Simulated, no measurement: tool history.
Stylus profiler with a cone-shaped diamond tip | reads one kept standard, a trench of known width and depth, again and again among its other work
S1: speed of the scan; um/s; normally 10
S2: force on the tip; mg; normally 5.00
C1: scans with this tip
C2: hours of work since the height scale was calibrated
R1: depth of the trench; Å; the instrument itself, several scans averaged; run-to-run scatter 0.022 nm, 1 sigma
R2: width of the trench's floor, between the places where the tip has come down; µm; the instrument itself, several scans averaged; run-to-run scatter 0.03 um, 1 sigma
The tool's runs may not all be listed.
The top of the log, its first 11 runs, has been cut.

Run 12, hour 125.7: usual settings; C1 2094; C2 161. Result: R1 1023.8 Å, R2 28.64 µm.
Run 13, hour 142.2: usual settings; C1 2227; C2 171. Result: R1 1024.0 Å, R2 28.63 µm.
Run 14, hour 158.7: usual settings; C1 2360; C2 181. Result: R1 1024.3 Å, R2 28.64 µm.
Run 15, hour 172.9: usual settings; C1 2474; C2 190. Result: R1 1024.4 Å, R2 28.63 µm.
Run 16, hour 184.9: usual settings; C1 2571; C2 197. Result: R1 1024.5 Å, R2 28.65 µm.
Run 17, hour 192.2: usual settings; C1 2630; C2 202. Result: R1 1024.0 Å, R2 28.63 µm.
Run 18, hour 205.6: usual settings; C1 2739; C2 210. Result: R1 1024.0 Å, R2 28.65 µm.
At hour 207.4: height scale calibrated on a step standard.
Run 19, hour 220.0: usual settings; C1 2850; C2 8. Result: R1 1023.9 Å, R2 28.61 µm.
Run 20, hour 232.4: usual settings; C1 2951; C2 15. Result: R1 1023.3 Å, R2 28.63 µm.
At hour 241.8: height scale calibrated on a step standard, once more.
Run 21, hour 247.7: usual settings; C1 3070; C2 4. Result: R1 1025.5 Å, R2 28.62 µm.
Run 22, hour 254.8: usual settings; C1 3127; C2 8. Result: R1 1025.8 Å, R2 28.56 µm.
Run 23, hour 265.2: usual settings; C1 3211; C2 14. Result: R1 1025.2 Å, R2 28.65 µm.
Run 24, hour 273.8: usual settings; C1 3280; C2 20. Result: R1 1025.5 Å, R2 28.59 µm.
Run 25, hour 280.9: usual settings but S1 30 um/s, S2 12.43 mg; C1 3338; C2 24. Result: R1 1046.4 Å, R2 28.55 µm.

Run 26, settings as shown, results not yet in. Your forecast:
Run 26, hour 289.3: usual settings but S1 15 um/s, S2 2.68 mg; C1 3405; C2 29. Result: R1 ?, R2 ?.

R1: 1016.3 Å
R2: 28.54 µm
With the hidden condition absent and the run-to-run variation left alone, this run would have shown R1 1016.7 Å, R2 28.68 µm.
